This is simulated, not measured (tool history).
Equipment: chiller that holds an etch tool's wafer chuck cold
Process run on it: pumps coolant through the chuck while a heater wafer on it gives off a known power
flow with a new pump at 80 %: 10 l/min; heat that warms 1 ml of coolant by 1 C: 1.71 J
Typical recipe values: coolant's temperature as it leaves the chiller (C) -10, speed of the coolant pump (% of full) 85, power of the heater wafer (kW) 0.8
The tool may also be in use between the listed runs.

run,hour,coolant's temperature as it leaves the chiller (C),speed of the coolant pump (% of full),power of the heater wafer (kW),chuck's temperature once it has settled (C),how much warmer the coolant comes back (C)
1,0,-10,85,0.8,0.1,2.73
2,25,-10,74,0.8,1.2,3.14
3,67.7,-10,74,0.8,1.3,3.15
4,92.3,-10,85,0.8,0.1,2.67
5,120.1,-10,85,0.8,0.1,2.75
6,164,-10,85,0.98,2.3,3.3
7,202.1,-10,89,0.8,-0.1,2.54
8,227.4,-10,89,0.8,-0.3,2.56
9,249,-10,89,1.144,4.2,3.75
10,288.4,-7,100,0.867,3.1,2.5
11,311.5,-7,100,0.867,3,2.46
12,340.5,-12,68,0.682,-1.7,2.92
13,381.3,-13,62,0.735,-1,3.47
14,411.9,-11,66,0.651,-1,2.96
15,452.7,-2,78,1.018,11.7,3.77
16,501.9,-2,78,1.018,11.9,3.87
17,530.2,0,99,0.953,11.2,2.74

What if the next run were any one of these 4? Each begins from the tool's condition after run 17:
A,571.9,-7,93,0.696,?,?
B,571.9,-16,76,0.953,?,?
C,571.9,0,88,0.529,?,?
D,571.9,-6,64,0.618,?,?

run,chuck's temperature once it has settled (C),how much warmer the coolant comes back (C)
A,1.4,2.16
B,-2.7,3.64
C,6.6,1.76
D,3.8,2.86
Stripped of hidden state, with their random variation kept, the same runs would have yielded:
run,chuck's temperature once it has settled (C),how much warmer the coolant comes back (C)
A,1,2.09
B,-3.3,3.53
C,6.2,1.71
D,3.4,2.78

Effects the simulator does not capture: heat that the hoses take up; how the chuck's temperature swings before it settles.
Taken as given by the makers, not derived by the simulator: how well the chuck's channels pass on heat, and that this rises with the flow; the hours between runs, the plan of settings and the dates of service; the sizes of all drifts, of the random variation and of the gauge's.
